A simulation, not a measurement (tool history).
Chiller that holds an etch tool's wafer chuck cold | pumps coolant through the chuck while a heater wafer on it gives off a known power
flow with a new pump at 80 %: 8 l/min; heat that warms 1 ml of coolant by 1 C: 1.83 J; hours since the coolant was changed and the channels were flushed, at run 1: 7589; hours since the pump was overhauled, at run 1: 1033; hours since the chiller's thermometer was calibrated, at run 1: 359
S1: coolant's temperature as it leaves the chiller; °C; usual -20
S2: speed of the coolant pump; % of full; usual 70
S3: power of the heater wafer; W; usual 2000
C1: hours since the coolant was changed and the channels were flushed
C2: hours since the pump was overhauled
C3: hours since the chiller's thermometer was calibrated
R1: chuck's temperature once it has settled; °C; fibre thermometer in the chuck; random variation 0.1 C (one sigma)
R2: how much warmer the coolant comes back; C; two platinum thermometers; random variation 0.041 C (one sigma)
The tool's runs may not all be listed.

{"run": 1, "day": 0.0, "S1": -20, "S2": 70, "S3": 2000, "C1": 7589, "C2": 1033, "C3": 359, "R1": -0.6, "R2": 9.56}
{"run": 2, "day": 1.308, "S1": -20, "S2": 70, "S3": 2000, "C1": 7620, "C2": 1064, "C3": 390, "R1": -0.5, "R2": 9.61}
{"run": 3, "day": 2.642, "S1": -20, "S2": 70, "S3": 2000, "C1": 7652, "C2": 1096, "C3": 422, "R1": -0.6, "R2": 9.57}
{"run": 4, "day": 4.433, "S1": -20, "S2": 70, "S3": 2000, "C1": 7695, "C2": 1139, "C3": 465, "R1": -0.4, "R2": 9.62}
{"run": 5, "day": 5.3, "S1": -20, "S2": 70, "S3": 1160, "C1": 7716, "C2": 1160, "C3": 486, "R1": -8.7, "R2": 5.53}
{"run": 6, "day": 6.162, "S1": -20, "S2": 70, "S3": 1688, "C1": 7736, "C2": 1181, "C3": 507, "R1": -3.6, "R2": 8.05}
{"run": 7, "day": 7.592, "S1": -15, "S2": 70, "S3": 2000, "C1": 7771, "C2": 1215, "C3": 541, "R1": 4.7, "R2": 9.54}
{"run": 8, "day": 8.946, "S1": -15, "S2": 70, "S3": 2000, "C1": 7803, "C2": 1248, "C3": 573, "R1": 4.7, "R2": 9.59}
{"run": 9, "day": 10.233, "S1": -20, "S2": 70, "S3": 2000, "C1": 7834, "C2": 1278, "C3": 604, "R1": -0.1, "R2": 9.61}
{"run": 10, "day": 12.088, "S1": -20, "S2": 79, "S3": 2000, "C1": 7879, "C2": 1323, "C3": 649, "R1": -2.1, "R2": 8.39}
{"run": 11, "day": 13.804, "S1": -20, "S2": 79, "S3": 2000, "C1": 7920, "C2": 1364, "C3": 690, "R1": -2.1, "R2": 8.38}
{"run": 12, "day": 15.875, "S1": -20, "S2": 70, "S3": 2000, "C1": 7970, "C2": 1414, "C3": 740, "R1": -0.3, "R2": 9.63}
{"day": 16.096, "done": "chiller's thermometer calibrated"}
{"run": 13, "day": 17.283, "S1": -20, "S2": 70, "S3": 2000, "C1": 8002, "C2": 1447, "C3": 28, "R1": -0.2, "R2": 9.67}
{"day": 18.562, "done": "coolant changed, channels flushed"}
{"run": 14, "day": 18.646, "S1": -20, "S2": 70, "S3": 2000, "C1": 2, "C2": 1473, "C3": 55, "R1": -2.5, "R2": 9.62}
{"run": 15, "day": 20.033, "S1": -20, "S2": 70, "S3": 1502, "C1": 35, "C2": 1507, "C3": 88, "R1": -6.8, "R2": 7.28}
{"run": 16, "day": 21.392, "S1": -20, "S2": 70, "S3": 2000, "C1": 68, "C2": 1539, "C3": 121, "R1": -2.5, "R2": 9.6}
{"day": 21.983, "done": "chiller's thermometer calibrated, once more"}
{"run": 17, "day": 23.096, "S1": -20, "S2": 69, "S3": 1189, "C1": 108, "C2": 1579, "C3": 27, "R1": -9.4, "R2": 5.83}
{"run": 18, "day": 24.542, "S1": -27, "S2": 74, "S3": 1286, "C1": 143, "C2": 1614, "C3": 61, "R1": -16.3, "R2": 5.87}
{"run": 19, "day": 25.683, "S1": -12, "S2": 67, "S3": 1731, "C1": 170, "C2": 1641, "C3": 89, "R1": 3.9, "R2": 8.8}
{"run": 20, "day": 27.242, "S1": -12, "S2": 67, "S3": 1731, "C1": 207, "C2": 1679, "C3": 126, "R1": 3.8, "R2": 8.82}
{"run": 21, "day": 29.288, "S1": -12, "S2": 78, "S3": 1731, "C1": 256, "C2": 1728, "C3": 175, "R1": 2.0, "R2": 7.45}
{"run": 22, "day": 31.35, "S1": -12, "S2": 78, "S3": 1731, "C1": 306, "C2": 1777, "C3": 225, "R1": 2.0, "R2": 7.44}
{"run": 23, "day": 33.021, "S1": -12, "S2": 81, "S3": 1405, "C1": 346, "C2": 1817, "C3": 265, "R1": -0.9, "R2": 5.79}
{"run": 24, "day": 34.262, "S1": -29, "S2": 70, "S3": 2000, "C1": 376, "C2": 1847, "C3": 295, "R1": -11.4, "R2": 9.75}
{"run": 25, "day": 36.025, "S1": -28, "S2": 70, "S3": 2000, "C1": 418, "C2": 1889, "C3": 337, "R1": -10.3, "R2": 9.69}
{"run": 26, "day": 37.342, "S1": -25, "S2": 70, "S3": 1305, "C1": 450, "C2": 1921, "C3": 369, "R1": -13.5, "R2": 6.29}
{"run": 27, "day": 38.488, "S1": -15, "S2": 70, "S3": 1305, "C1": 477, "C2": 1949, "C3": 396, "R1": -3.3, "R2": 6.38}
{"run": 28, "day": 40.038, "S1": -15, "S2": 70, "S3": 1305, "C1": 514, "C2": 1986, "C3": 433, "R1": -3.5, "R2": 6.36}
{"run": 29, "day": 41.683, "S1": -20, "S2": 100, "S3": 2981, "C1": 554, "C2": 2025, "C3": 473, "R1": -0.1, "R2": 9.89}
{"run": 30, "day": 43.762, "S1": -24, "S2": 91, "S3": 2025, "C1": 604, "C2": 2075, "C3": 523, "R1": -9.7, "R2": 7.5}

The next listed run, before its measurement:
{"run": 31, "day": 45.196, "S1": -30, "S2": 91, "S3": 1931, "C1": 638, "C2": 2110, "C3": 557, "R1": "?", "R2": "?"}

R1: -16.1 °C
R2: 7.05 C
Without the tool's hidden state the same run would have given R1 -16.6 °C, R2 6.85 C.
